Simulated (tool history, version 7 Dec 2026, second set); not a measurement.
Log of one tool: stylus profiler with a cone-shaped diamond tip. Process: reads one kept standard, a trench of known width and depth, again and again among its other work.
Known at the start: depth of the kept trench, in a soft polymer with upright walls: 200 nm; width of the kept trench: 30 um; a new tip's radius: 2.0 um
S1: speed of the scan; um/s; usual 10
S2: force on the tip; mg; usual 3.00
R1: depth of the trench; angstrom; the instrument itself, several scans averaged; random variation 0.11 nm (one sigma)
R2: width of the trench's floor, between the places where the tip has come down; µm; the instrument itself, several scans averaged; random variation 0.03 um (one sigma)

run 1 hour=0.0 | S1=10 S2=3.00 | R1=2012.0 R2=28.17
run 2 hour=24.5 | S1=10 S2=3.00 | R1=2015.0 R2=28.12
run 3 hour=40.5 | S1=10 S2=3.00 | R1=2015.2 R2=28.18
run 4 hour=56.7 | S1=10 S2=3.00 | R1=2011.6 R2=28.25
run 5 hour=76.5 | S1=10 S2=3.00 | R1=2011.9 R2=28.13
run 6 hour=115.9 | S1=10 S2=3.00 | R1=2012.1 R2=28.15
run 7 hour=139.1 | S1=10 S2=2.01 | R1=2011.0 R2=28.17
run 8 hour=166.1 | S1=10 S2=2.01 | R1=2009.6 R2=28.20
run 9 hour=182.2 | S1=10 S2=1.56 | R1=2009.0 R2=28.11
run 10 hour=221.6 | S1=10 S2=1.56 | R1=2007.2 R2=28.14
run 11 hour=250.5 | S1=10 S2=2.37 | R1=2012.2 R2=28.13
run 12 hour=277.1 | S1=10 S2=3.27 | R1=2014.6 R2=28.16
run 13 hour=293.9 | S1=10 S2=3.27 | R1=2013.6 R2=28.20
run 14 hour=322.5 | S1=10 S2=3.00 | R1=2011.4 R2=28.17
run 15 hour=359.6 | S1=10 S2=2.06 | R1=2011.5 R2=28.20
run 16 hour=384.8 | S1=10 S2=2.06 | R1=2011.4 R2=28.19
run 17 hour=412.4 | S1=36 S2=2.06 | R1=2010.1 R2=28.01
run 18 hour=439.5 | S1=17 S2=6.17 | R1=2023.5 R2=28.10
run 19 hour=469.0 | S1=17 S2=6.17 | R1=2022.9 R2=28.17
run 20 hour=488.0 | S1=7 S2=3.63 | R1=2016.5 R2=28.20
run 21 hour=504.6 | S1=7 S2=3.63 | R1=2015.3 R2=28.24
run 22 hour=534.5 | S1=7 S2=3.63 | R1=2015.0 R2=28.24
run 23 hour=559.3 | S1=17 S2=3.89 | R1=2016.1 R2=28.16
run 24 hour=586.8 | S1=13 S2=5.62 | R1=2022.6 R2=28.22
run 25 hour=624.7 | S1=13 S2=5.62 | R1=2023.0 R2=28.24
run 26 hour=658.1 | S1=13 S2=5.62 | R1=2020.5 R2=28.20
run 27 hour=683.1 | S1=2 S2=5.75 | R1=2023.1 R2=28.26
run 28 hour=707.4 | S1=21 S2=1.79 | R1=2009.7 R2=28.11
run 29 hour=727.4 | S1=21 S2=1.79 | R1=2009.1 R2=28.09
run 30 hour=758.4 | S1=11 S2=2.89 | R1=2015.0 R2=28.20
run 31 hour=776.3 | S1=12 S2=1.93 | R1=2011.1 R2=28.13
run 32 hour=795.5 | S1=14 S2=5.86 | R1=2022.9 R2=28.21
run 33 hour=825.7 | S1=10 S2=1.02 | R1=2008.4 R2=28.19
run 34 hour=848.5 | S1=34 S2=3.95 | R1=2015.6 R2=28.08

Taken out of this log: 1 entry between the listed runs. Where each belongs, and how the hidden state differs across it:
Between runs 14 and 15: new tip fitted, height scale calibrated (hour 353.3)
  radius of the tip, um: 2.07 -> 2; height scale over the true one, %: -0.054 -> -0.004
  measured less the result without the state, R1: -1.1 -> -0.1 angstrom; R2: -0.03 -> +0.00 µm

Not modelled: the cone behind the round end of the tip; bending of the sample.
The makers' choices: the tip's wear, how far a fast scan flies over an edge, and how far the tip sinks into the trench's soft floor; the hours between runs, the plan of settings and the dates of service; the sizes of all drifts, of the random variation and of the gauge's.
